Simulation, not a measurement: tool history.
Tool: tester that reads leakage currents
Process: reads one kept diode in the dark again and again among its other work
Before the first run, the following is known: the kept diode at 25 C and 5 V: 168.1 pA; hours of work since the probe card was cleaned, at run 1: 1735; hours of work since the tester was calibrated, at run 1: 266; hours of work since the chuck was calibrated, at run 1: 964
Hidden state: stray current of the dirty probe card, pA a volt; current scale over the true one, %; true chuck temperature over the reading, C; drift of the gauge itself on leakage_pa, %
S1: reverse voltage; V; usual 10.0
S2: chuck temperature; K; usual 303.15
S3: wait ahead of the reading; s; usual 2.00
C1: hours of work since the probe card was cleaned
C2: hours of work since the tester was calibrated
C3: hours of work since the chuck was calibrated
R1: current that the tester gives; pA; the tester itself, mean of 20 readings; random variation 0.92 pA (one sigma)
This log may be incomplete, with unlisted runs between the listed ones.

run	day	S1	S2	S3	C1	C2	C3	R1
1	0.000	10.0	303.15	2.00	1735	266	964	317.81
2	1.379	10.0	303.15	2.00	1749	280	979	318.82
3	3.033	10.0	303.15	2.00	1767	298	996	316.35
4	4.425	10.0	309.15	2.00	1781	313	1011	488.22
5	6.354	10.0	309.15	2.00	1802	333	1031	485.05
6	8.025	10.0	303.15	2.00	1819	351	1049	316.52
7	9.000	10.0	303.15	2.00	1830	361	1059	317.29
8	10.246	10.0	303.15	2.00	1843	374	1072	317.54
9	11.650	10.0	303.15	2.00	1857	389	1087	316.80
10	12.779	10.0	303.15	4.08	1869	401	1099	318.66
11	14.712	3.3	303.15	2.00	1890	421	1120	221.05
12	16.704	3.3	303.15	2.00	1911	442	1141	221.16
13	18.375	3.3	303.15	2.00	1928	460	1158	222.16
14	20.212	3.3	303.15	2.00	1948	479	1178	220.88
15	21.425	10.0	303.15	2.00	1961	492	1190	318.68
16	22.329	10.0	323.15	2.00	1970	501	1200	1277.26
17	24.025	1.7	303.15	2.00	1988	519	1218	178.93
18	25.379	10.0	303.15	1.52	2002	534	1232	317.52
19	26.550	10.0	303.15	1.52	2015	546	1244	319.81
20	28.008	10.0	302.15	0.74	2030	561	1260	296.91
21	29.004	3.6	303.15	2.00	2040	572	1270	228.42
22	30.350	10.0	321.15	2.00	2055	586	1285	1116.06
23	31.488	10.0	321.15	2.00	2067	598	1297	1122.62
24	33.425	10.0	325.15	2.00	2087	619	1317	1454.79
25	34.346	6.5	319.15	9.11	2097	628	1327	854.68
26	35.958	2.3	311.15	9.11	2114	645	1344	351.25
27	37.858	18.0	303.15	5.36	2134	665	1364	387.71
28	39.288	4.6	329.15	0.84	2149	680	1379	1465.24
29	41.158	4.6	329.15	0.84	2169	700	1399	1467.69
30	42.175	6.3	332.15	3.72	2179	711	1409	1946.75
31	43.479	6.3	332.15	3.72	2193	725	1423	1950.26
# day 44.317: chuck's temperature calibrated
32	45.142	16.3	303.15	1.39	2210	741	9	360.18

Branching from run 32: 4 alternative next runs. What would each branch give?
A	46.438	16.3	303.15	0.45	2224	755	22	?
B	46.438	12.6	298.15	5.19	2224	755	22	?
C	46.438	4.5	295.15	8.02	2224	755	22	?
D	46.438	1.1	306.15	0.30	2224	755	22	?

run	R1
A	363.19
B	226.85
C	128.48
D	186.22
Take away the tool's hidden state, keep each run's random variation, and the runs would have read:
run	R1
A	362.36
B	225.98
C	128.44
D	187.00
